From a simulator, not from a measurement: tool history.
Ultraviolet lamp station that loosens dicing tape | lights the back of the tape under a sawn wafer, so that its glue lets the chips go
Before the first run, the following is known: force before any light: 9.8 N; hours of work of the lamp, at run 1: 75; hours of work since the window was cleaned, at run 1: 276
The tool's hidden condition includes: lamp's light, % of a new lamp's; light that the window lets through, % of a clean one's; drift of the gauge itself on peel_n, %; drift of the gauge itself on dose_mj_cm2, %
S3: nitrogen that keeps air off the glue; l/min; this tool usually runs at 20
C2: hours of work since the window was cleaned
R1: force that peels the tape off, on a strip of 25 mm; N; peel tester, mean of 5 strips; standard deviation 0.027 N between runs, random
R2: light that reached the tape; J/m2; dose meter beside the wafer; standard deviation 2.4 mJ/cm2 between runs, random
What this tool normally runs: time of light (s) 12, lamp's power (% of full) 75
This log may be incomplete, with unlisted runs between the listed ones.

run 1 hour=0.0 | time_of_light_(s)=12 lamp's_power_(%_of_full)=75 S3=20 | hours_of_work_of_the_lamp=75 C2=276 | R1=1.303 R2=2810
run 2 hour=13.8 | time_of_light_(s)=17 lamp's_power_(%_of_full)=75 S3=20 | hours_of_work_of_the_lamp=82 C2=283 | R1=0.667 R2=3980
run 3 hour=39.9 | time_of_light_(s)=12 lamp's_power_(%_of_full)=75 S3=37 | hours_of_work_of_the_lamp=94 C2=295 | R1=0.839 R2=2810
run 4 hour=61.7 | time_of_light_(s)=12 lamp's_power_(%_of_full)=75 S3=37 | hours_of_work_of_the_lamp=105 C2=306 | R1=0.841 R2=2810
run 5 hour=85.8 | time_of_light_(s)=12 lamp's_power_(%_of_full)=75 S3=37 | hours_of_work_of_the_lamp=116 C2=317 | R1=0.862 R2=2820
run 6 hour=105.1 | time_of_light_(s)=12 lamp's_power_(%_of_full)=75 S3=17 | hours_of_work_of_the_lamp=125 C2=327 | R1=1.522 R2=2830
run 7 hour=124.8 | time_of_light_(s)=12 lamp's_power_(%_of_full)=75 S3=17 | hours_of_work_of_the_lamp=135 C2=336 | R1=1.512 R2=2790
run 8 hour=148.9 | time_of_light_(s)=12 lamp's_power_(%_of_full)=75 S3=17 | hours_of_work_of_the_lamp=146 C2=347 | R1=1.506 R2=2820
run 9 hour=166.7 | time_of_light_(s)=12 lamp's_power_(%_of_full)=75 S3=17 | hours_of_work_of_the_lamp=155 C2=356 | R1=1.483 R2=2820
run 10 hour=184.2 | time_of_light_(s)=12 lamp's_power_(%_of_full)=75 S3=9 | hours_of_work_of_the_lamp=163 C2=364 | R1=2.328 R2=2830
-- hour=193.0 window cleaned of glue's vapour
run 11 hour=198.2 | time_of_light_(s)=12 lamp's_power_(%_of_full)=75 S3=9 | hours_of_work_of_the_lamp=170 C2=2 | R1=2.327 R2=2790
run 12 hour=229.1 | time_of_light_(s)=12 lamp's_power_(%_of_full)=75 S3=9 | hours_of_work_of_the_lamp=185 C2=17 | R1=2.340 R2=2820
run 13 hour=246.3 | time_of_light_(s)=12 lamp's_power_(%_of_full)=75 S3=9 | hours_of_work_of_the_lamp=193 C2=26 | R1=2.207 R2=2780
run 14 hour=268.2 | time_of_light_(s)=8 lamp's_power_(%_of_full)=75 S3=20 | hours_of_work_of_the_lamp=203 C2=36 | R1=2.539 R2=1840
run 15 hour=295.8 | time_of_light_(s)=11 lamp's_power_(%_of_full)=75 S3=20 | hours_of_work_of_the_lamp=217 C2=49 | R1=1.529 R2=2580
run 16 hour=322.9 | time_of_light_(s)=12 lamp's_power_(%_of_full)=75 S3=20 | hours_of_work_of_the_lamp=229 C2=62 | R1=1.293 R2=2820
run 17 hour=347.5 | time_of_light_(s)=12 lamp's_power_(%_of_full)=75 S3=20 | hours_of_work_of_the_lamp=241 C2=74 | R1=1.316 R2=2830
run 18 hour=378.1 | time_of_light_(s)=12 lamp's_power_(%_of_full)=85 S3=20 | hours_of_work_of_the_lamp=256 C2=89 | R1=1.014 R2=3170
run 19 hour=402.0 | time_of_light_(s)=12 lamp's_power_(%_of_full)=75 S3=20 | hours_of_work_of_the_lamp=267 C2=100 | R1=1.282 R2=2820
run 20 hour=426.5 | time_of_light_(s)=12 lamp's_power_(%_of_full)=75 S3=20 | hours_of_work_of_the_lamp=279 C2=112 | R1=1.331 R2=2840
run 21 hour=450.8 | time_of_light_(s)=12 lamp's_power_(%_of_full)=75 S3=20 | hours_of_work_of_the_lamp=291 C2=123 | R1=1.329 R2=2830
run 22 hour=466.3 | time_of_light_(s)=12 lamp's_power_(%_of_full)=75 S3=20 | hours_of_work_of_the_lamp=298 C2=131 | R1=1.292 R2=2780
run 23 hour=480.6 | time_of_light_(s)=12 lamp's_power_(%_of_full)=75 S3=20 | hours_of_work_of_the_lamp=305 C2=138 | R1=1.328 R2=2790
run 24 hour=497.9 | time_of_light_(s)=7 lamp's_power_(%_of_full)=62 S3=33 | hours_of_work_of_the_lamp=313 C2=146 | R1=2.908 R2=1340
run 25 hour=515.2 | time_of_light_(s)=19 lamp's_power_(%_of_full)=75 S3=15 | hours_of_work_of_the_lamp=322 C2=154 | R1=0.702 R2=4490
run 26 hour=544.7 | time_of_light_(s)=19 lamp's_power_(%_of_full)=75 S3=15 | hours_of_work_of_the_lamp=336 C2=168 | R1=0.705 R2=4440
run 27 hour=557.4 | time_of_light_(s)=12 lamp's_power_(%_of_full)=75 S3=12 | hours_of_work_of_the_lamp=342 C2=174 | R1=1.845 R2=2800
run 28 hour=586.2 | time_of_light_(s)=12 lamp's_power_(%_of_full)=75 S3=12 | hours_of_work_of_the_lamp=356 C2=188 | R1=1.895 R2=2820
run 29 hour=600.0 | time_of_light_(s)=12 lamp's_power_(%_of_full)=75 S3=12 | hours_of_work_of_the_lamp=362 C2=195 | R1=1.926 R2=2800
run 30 hour=617.0 | time_of_light_(s)=12 lamp's_power_(%_of_full)=75 S3=12 | hours_of_work_of_the_lamp=370 C2=203 | R1=1.933 R2=2830
run 31 hour=643.5 | time_of_light_(s)=8 lamp's_power_(%_of_full)=71 S3=20 | hours_of_work_of_the_lamp=383 C2=216 | R1=2.672 R2=1770
run 32 hour=671.9 | time_of_light_(s)=7 lamp's_power_(%_of_full)=67 S3=20 | hours_of_work_of_the_lamp=397 C2=229 | R1=3.453 R2=1420
run 33 hour=688.4 | time_of_light_(s)=7 lamp's_power_(%_of_full)=67 S3=19 | hours_of_work_of_the_lamp=404 C2=237 | R1=3.389 R2=1450
run 34 hour=703.3 | time_of_light_(s)=14 lamp's_power_(%_of_full)=64 S3=10 | hours_of_work_of_the_lamp=412 C2=244 | R1=2.226 R2=2790
run 35 hour=717.3 | time_of_light_(s)=21 lamp's_power_(%_of_full)=72 S3=12 | hours_of_work_of_the_lamp=418 C2=251 | R1=0.717 R2=4740
run 36 hour=745.8 | time_of_light_(s)=12 lamp's_power_(%_of_full)=97 S3=21 | hours_of_work_of_the_lamp=432 C2=265 | R1=0.778 R2=3600
run 37 hour=764.1 | time_of_light_(s)=12 lamp's_power_(%_of_full)=97 S3=21 | hours_of_work_of_the_lamp=441 C2=273 | R1=0.794 R2=3640
run 38 hour=786.7 | time_of_light_(s)=12 lamp's_power_(%_of_full)=87 S3=10 | hours_of_work_of_the_lamp=452 C2=284 | R1=1.726 R2=3250
run 39 hour=801.2 | time_of_light_(s)=10 lamp's_power_(%_of_full)=66 S3=12 | hours_of_work_of_the_lamp=458 C2=291 | R1=2.955 R2=2020
run 40 hour=818.9 | time_of_light_(s)=10 lamp's_power_(%_of_full)=66 S3=12 | hours_of_work_of_the_lamp=467 C2=300 | R1=2.950 R2=2060
run 41 hour=848.1 | time_of_light_(s)=10 lamp's_power_(%_of_full)=66 S3=12 | hours_of_work_of_the_lamp=481 C2=314 | R1=2.907 R2=2040
run 42 hour=876.8 | time_of_light_(s)=10 lamp's_power_(%_of_full)=66 S3=12 | hours_of_work_of_the_lamp=495 C2=327 | R1=2.841 R2=2070
run 43 hour=898.1 | time_of_light_(s)=20 lamp's_power_(%_of_full)=65 S3=13 | hours_of_work_of_the_lamp=505 C2=337 | R1=0.920 R2=4020

Below are 4 alternative next runs, each starting from the tool's condition after run 43. Predict each:
run A hour=919.2 | time_of_light_(s)=7 lamp's_power_(%_of_full)=67 S3=8 | hours_of_work_of_the_lamp=515 C2=348 | R1=? R2=?
run B hour=919.2 | time_of_light_(s)=24 lamp's_power_(%_of_full)=79 S3=37 | hours_of_work_of_the_lamp=515 C2=348 | R1=? R2=?
run C hour=919.2 | time_of_light_(s)=7 lamp's_power_(%_of_full)=72 S3=16 | hours_of_work_of_the_lamp=515 C2=348 | R1=? R2=?
run D hour=919.2 | time_of_light_(s)=8 lamp's_power_(%_of_full)=75 S3=21 | hours_of_work_of_the_lamp=515 C2=348 | R1=? R2=?

run=A R1=4.651 R2=1480
run=B R1=0.275 R2=5950
run=C R1=3.505 R2=1560
run=D R1=2.453 R2=1890
Without the tool's unlogged condition, the same runs would have read:
run=A R1=4.642 R2=1480
run=B R1=0.275 R2=5960
run=C R1=3.494 R2=1570
run=D R1=2.443 R2=1900
